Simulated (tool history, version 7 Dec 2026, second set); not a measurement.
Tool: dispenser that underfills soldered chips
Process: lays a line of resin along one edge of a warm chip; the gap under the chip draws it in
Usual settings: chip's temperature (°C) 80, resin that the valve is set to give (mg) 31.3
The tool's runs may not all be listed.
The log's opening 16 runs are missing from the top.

run   hour  chip's temperature (°C)  resin that the valve is set to give (mg)  time until the resin shows at the far edge (s)  resin that the valve gave (mg)
      79.5  -- new syringe of resin
 17   79.5                       80                                      37.7                                           147.7                           37.40
 18   84.8                       84                                      39.4                                           183.7                           38.91
      87.0  -- new syringe of resin
 19   88.6                       92                                      27.4                                           117.2                           27.07
      94.5  -- new syringe of resin
 20   94.6                       79                                      34.0                                           156.2                           33.32
 21   99.8                       71                                      27.2                                           304.3                           26.55
     102.1  -- new syringe of resin
 22  106.3                       88                                      39.0                                           147.9                           37.95
     109.6  -- new syringe of resin
 23  110.5                       78                                      29.5                                           170.4                           28.52
 24  115.9                       78                                      29.5                                           246.4                           28.69
     116.8  -- new syringe of resin
 25  118.8                       88                                      36.9                                           130.3                           35.39
     124.0  -- new syringe of resin
 26  125.2                       93                                      28.0                                           109.2                           26.89
 27  129.8                       70                                      34.8                                           307.7                           33.35
     131.6  -- new syringe of resin
 28  135.4                       82                                      37.6                                           177.0                           36.00
     138.8  -- new syringe of resin
 29  141.2                       81                                      33.8                                           164.5                           32.12
 30  144.6                       81                                      33.8                                           207.4                           32.04
     146.3  -- new syringe of resin
 31  149.0                       74                                      35.0                                           212.8                           32.96
     153.9  -- dispensing valve cleaned and set on the balance
     154.7  -- new syringe of resin
 32  156.1                       74                                      35.0                                           195.9                           34.87
 33  160.4                       74                                      35.0                                           263.0                           35.01
     162.1  -- new syringe of resin
 34  163.9                       74                                      35.0                                           203.3                           34.91

4 ways to go on from here, each from the tool as it stands after run 34. What would each give?
  A  167.8                       71                                      35.0                                               ?                               ?
  B  167.8                       80                                      31.5                                               ?                               ?
  C  167.8                       72                                      38.2                                               ?                               ?
  D  167.8                       83                                      39.9                                               ?                               ?

run  time until the resin shows at the far edge (s)  resin that the valve gave (mg)
  A                                           290.7                           34.79
  B                                           219.1                           31.24
  C                                           283.1                           37.90
  D                                           188.7                           39.73
Without the tool's hidden state the same runs would have given:
run  time until the resin shows at the far edge (s)  resin that the valve gave (mg)
  A                                           211.4                           35.03
  B                                           158.8                           31.45
  C                                           205.9                           38.15
  D                                           136.6                           40.00
